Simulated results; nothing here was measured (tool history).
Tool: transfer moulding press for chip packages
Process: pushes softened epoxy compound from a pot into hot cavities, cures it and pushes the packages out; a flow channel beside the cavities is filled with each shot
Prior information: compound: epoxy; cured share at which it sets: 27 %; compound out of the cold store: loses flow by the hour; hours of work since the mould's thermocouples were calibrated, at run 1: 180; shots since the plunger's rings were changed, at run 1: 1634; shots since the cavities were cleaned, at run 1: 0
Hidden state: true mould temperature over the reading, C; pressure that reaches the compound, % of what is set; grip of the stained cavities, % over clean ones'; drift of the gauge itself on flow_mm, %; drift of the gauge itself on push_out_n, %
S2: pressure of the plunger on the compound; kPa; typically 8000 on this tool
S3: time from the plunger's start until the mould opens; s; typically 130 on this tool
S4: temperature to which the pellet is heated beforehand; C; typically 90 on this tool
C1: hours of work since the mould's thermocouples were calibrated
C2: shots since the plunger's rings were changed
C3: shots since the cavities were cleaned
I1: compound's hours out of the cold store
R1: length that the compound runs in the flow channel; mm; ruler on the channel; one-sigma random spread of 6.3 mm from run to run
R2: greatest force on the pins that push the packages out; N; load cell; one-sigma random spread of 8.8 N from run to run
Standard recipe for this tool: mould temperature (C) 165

run 1 hour=0.0 | mould_temperature_(C)=165 S2=8000 S3=130 S4=90 | C1=180 C2=1634 C3=0 | I1=17.0 | R1=908 R2=388
run 2 hour=43.5 | mould_temperature_(C)=165 S2=8000 S3=123 S4=90 | C1=210 C2=2041 C3=407 | I1=45.3 | R1=769 R2=666
run 3 hour=93.1 | mould_temperature_(C)=165 S2=8000 S3=123 S4=90 | C1=245 C2=2505 C3=871 | I1=24.8 | R1=865 R2=801
-- hour=118.1 cavities cleaned with cleaning compound and waxed
run 4 hour=128.5 | mould_temperature_(C)=165 S2=8000 S3=130 S4=90 | C1=268 C2=2822 C3=97 | I1=22.5 | R1=871 R2=473
run 5 hour=172.5 | mould_temperature_(C)=165 S2=8000 S3=130 S4=90 | C1=299 C2=3234 C3=509 | I1=21.9 | R1=861 R2=694
run 6 hour=227.5 | mould_temperature_(C)=165 S2=8000 S3=130 S4=89 | C1=337 C2=3749 C3=1024 | I1=9.7 | R1=925 R2=786
-- hour=236.8 cavities cleaned with cleaning compound and waxed
run 7 hour=283.4 | mould_temperature_(C)=165 S2=8000 S3=130 S4=90 | C1=375 C2=4257 C3=436 | I1=39.4 | R1=766 R2=616
-- hour=295.5 plunger's sealing rings changed
run 8 hour=314.3 | mould_temperature_(C)=165 S2=8000 S3=130 S4=90 | C1=394 C2=177 C3=702 | I1=14.8 | R1=952 R2=737
-- hour=358.4 cavities cleaned with cleaning compound and waxed
run 9 hour=362.8 | mould_temperature_(C)=165 S2=7740 S3=130 S4=90 | C1=427 C2=616 C3=41 | I1=29.0 | R1=849 R2=419
run 10 hour=406.4 | mould_temperature_(C)=165 S2=8000 S3=130 S4=98 | C1=457 C2=1024 C3=449 | I1=32.2 | R1=843 R2=645
run 11 hour=460.7 | mould_temperature_(C)=170 S2=8000 S3=130 S4=90 | C1=495 C2=1532 C3=957 | I1=47.4 | R1=752 R2=706
-- hour=474.2 cavities cleaned with cleaning compound and waxed
run 12 hour=504.9 | mould_temperature_(C)=165 S2=8000 S3=130 S4=90 | C1=524 C2=1931 C3=287 | I1=39.3 | R1=788 R2=579
run 13 hour=551.1 | mould_temperature_(C)=165 S2=8000 S3=130 S4=90 | C1=556 C2=2363 C3=719 | I1=16.8 | R1=910 R2=712
run 14 hour=575.2 | mould_temperature_(C)=165 S2=8000 S3=130 S4=90 | C1=573 C2=2588 C3=944 | I1=25.5 | R1=857 R2=757
-- hour=591.8 cavities cleaned with cleaning compound and waxed
run 15 hour=613.2 | mould_temperature_(C)=165 S2=8000 S3=130 S4=90 | C1=598 C2=2930 C3=200 | I1=45.4 | R1=750 R2=496
run 16 hour=654.6 | mould_temperature_(C)=165 S2=8690 S3=158 S4=84 | C1=627 C2=3317 C3=587 | I1=34.8 | R1=833 R2=658
run 17 hour=695.7 | mould_temperature_(C)=165 S2=9690 S3=130 S4=90 | C1=655 C2=3702 C3=972 | I1=20.0 | R1=954 R2=793
-- hour=707.7 cavities cleaned with cleaning compound and waxed
run 18 hour=742.1 | mould_temperature_(C)=159 S2=8160 S3=130 S4=92 | C1=686 C2=4121 C3=321 | I1=43.0 | R1=769 R2=661
-- hour=764.8 plunger's sealing rings changed
run 19 hour=786.9 | mould_temperature_(C)=159 S2=8160 S3=130 S4=92 | C1=716 C2=207 C3=717 | I1=9.3 | R1=1013 R2=872
-- hour=829.8 cavities cleaned with cleaning compound and waxed
run 20 hour=835.1 | mould_temperature_(C)=165 S2=8000 S3=119 S4=90 | C1=748 C2=644 C3=50 | I1=11.6 | R1=969 R2=459
-- hour=893.0 mould's thermocouples calibrated
run 21 hour=893.0 | mould_temperature_(C)=165 S2=8000 S3=119 S4=90 | C1=0 C2=1166 C3=572 | I1=29.8 | R1=859 R2=739
run 22 hour=942.6 | mould_temperature_(C)=161 S2=9950 S3=130 S4=90 | C1=34 C2=1631 C3=1037 | I1=9.5 | R1=1085 R2=897
-- hour=947.5 cavities cleaned with cleaning compound and waxed
run 23 hour=986.0 | mould_temperature_(C)=158 S2=9950 S3=130 S4=97 | C1=63 C2=2023 C3=360 | I1=10.9 | R1=1084 R2=808
run 24 hour=1026.2 | mould_temperature_(C)=165 S2=7020 S3=130 S4=86 | C1=91 C2=2399 C3=736 | I1=45.5 | R1=704 R2=708
-- hour=1064.5 cavities cleaned with cleaning compound and waxed
run 25 hour=1064.9 | mould_temperature_(C)=165 S2=8900 S3=130 S4=90 | C1=117 C2=2746 C3=3 | I1=10.3 | R1=1003 R2=412
run 26 hour=1103.3 | mould_temperature_(C)=169 S2=8710 S3=156 S4=83 | C1=144 C2=3105 C3=362 | I1=41.6 | R1=798 R2=581
run 27 hour=1155.2 | mould_temperature_(C)=173 S2=8000 S3=145 S4=97 | C1=180 C2=3591 C3=848 | I1=32.3 | R1=792 R2=697
-- hour=1180.9 cavities cleaned with cleaning compound and waxed
run 28 hour=1192.5 | mould_temperature_(C)=173 S2=8000 S3=145 S4=97 | C1=204 C2=3926 C3=109 | I1=36.0 | R1=768 R2=451
run 29 hour=1216.8 | mould_temperature_(C)=173 S2=8000 S3=145 S4=97 | C1=221 C2=4153 C3=336 | I1=8.4 | R1=913 R2=547

Hidden state at the last listed run before each entry between runs and at the first one after, where it differs:
After run 3, before run 4: cavities cleaned with cleaning compound and waxed (hour 118.1)
  true mould temperature over the reading, C: 0.12 -> 0.17; pressure that reaches the compound, % of what is set: 91.96 -> 91.07; grip of the stained cavities, % over clean ones': 94.8 -> 24.9
  measured value less the no-hidden-state value, R1: -37 -> -42 mm; R2: +389 -> +93 N
After run 6, before run 7: cavities cleaned with cleaning compound and waxed (hour 236.8)
  true mould temperature over the reading, C: 0.3 -> 0.38; pressure that reaches the compound, % of what is set: 88.41 -> 86.9; grip of the stained cavities, % over clean ones': 100.5 -> 67.5
  measured value less the no-hidden-state value, R1: -60 -> -56 mm; R2: +393 -> +247 N
After run 7, before run 8: plunger's sealing rings changed (hour 295.5)
  true mould temperature over the reading, C: 0.38 -> 0.41; pressure that reaches the compound, % of what is set: 86.9 -> 98.87; grip of the stained cavities, % over clean ones': 67.5 -> 87.7
  measured value less the no-hidden-state value, R1: -56 -> -7 mm; R2: +247 -> +342 N
After run 8, before run 9: cavities cleaned with cleaning compound and waxed (hour 358.4)
  true mould temperature over the reading, C: 0.41 -> 0.47; pressure that reaches the compound, % of what is set: 98.87 -> 97.52; grip of the stained cavities, % over clean ones': 87.7 -> 9.2
  measured value less the no-hidden-state value, R1: -7 -> -12 mm; R2: +342 -> +32 N
After run 11, before run 12: cavities cleaned with cleaning compound and waxed (hour 474.2)
  true mould temperature over the reading, C: 0.6 -> 0.66; pressure that reaches the compound, % of what is set: 94.86 -> 93.76; grip of the stained cavities, % over clean ones': 98.2 -> 47.5
  measured value less the no-hidden-state value, R1: -22 -> -28 mm; R2: +351 -> +183 N
After run 14, before run 15: cavities cleaned with cleaning compound and waxed (hour 591.8)
  true mould temperature over the reading, C: 0.75 -> 0.8; pressure that reaches the compound, % of what is set: 91.81 -> 90.72; grip of the stained cavities, % over clean ones': 97.4 -> 37.6
  measured value less the no-hidden-state value, R1: -40 -> -39 mm; R2: +367 -> +132 N
After run 17, before run 18: cavities cleaned with cleaning compound and waxed (hour 707.7)
  true mould temperature over the reading, C: 0.91 -> 0.97; pressure that reaches the compound, % of what is set: 88.37 -> 87.09; grip of the stained cavities, % over clean ones': 99.3 -> 53.4
  measured value less the no-hidden-state value, R1: -64 -> -57 mm; R2: +389 -> +212 N
After run 18, before run 19: plunger's sealing rings changed (hour 764.8)
  true mould temperature over the reading, C: 0.97 -> 1.02; pressure that reaches the compound, % of what is set: 87.09 -> 99.15; grip of the stained cavities, % over clean ones': 53.4 -> 87.7
  measured value less the no-hidden-state value, R1: -57 -> -8 mm; R2: +212 -> +379 N
After run 19, before run 20: cavities cleaned with cleaning compound and waxed (hour 829.8)
  true mould temperature over the reading, C: 1.02 -> 1.09; pressure that reaches the compound, % of what is set: 99.15 -> 97.97; grip of the stained cavities, % over clean ones': 87.7 -> 11.8
  measured value less the no-hidden-state value, R1: -8 -> -14 mm; R2: +379 -> +33 N
After run 20, before run 21: mould's thermocouples calibrated (hour 893.0)
  true mould temperature over the reading, C: 1.09 -> -0.01; pressure that reaches the compound, % of what is set: 97.97 -> 96.48; grip of the stained cavities, % over clean ones': 11.8 -> 78.7
  measured value less the no-hidden-state value, R1: -14 -> -16 mm; R2: +33 -> +324 N
After run 22, before run 23: cavities cleaned with cleaning compound and waxed (hour 947.5)
  true mould temperature over the reading, C: 0.05 -> 0.11; pressure that reaches the compound, % of what is set: 95.03 -> 93.86; grip of the stained cavities, % over clean ones': 100.9 -> 54
  measured value less the no-hidden-state value, R1: -28 -> -35 mm; R2: +447 -> +282 N
After run 24, before run 25: cavities cleaned with cleaning compound and waxed (hour 1064.5)
  true mould temperature over the reading, C: 0.16 -> 0.21; pressure that reaches the compound, % of what is set: 92.71 -> 91.64; grip of the stained cavities, % over clean ones': 86 -> 4.9
  measured value less the no-hidden-state value, R1: -27 -> -45 mm; R2: +323 -> +17 N
After run 27, before run 28: cavities cleaned with cleaning compound and waxed (hour 1180.9)
  true mould temperature over the reading, C: 0.32 -> 0.36; pressure that reaches the compound, % of what is set: 89.03 -> 88.08; grip of the stained cavities, % over clean ones': 94.7 -> 23.4
  measured value less the no-hidden-state value, R1: -48 -> -51 mm; R2: +341 -> +86 N

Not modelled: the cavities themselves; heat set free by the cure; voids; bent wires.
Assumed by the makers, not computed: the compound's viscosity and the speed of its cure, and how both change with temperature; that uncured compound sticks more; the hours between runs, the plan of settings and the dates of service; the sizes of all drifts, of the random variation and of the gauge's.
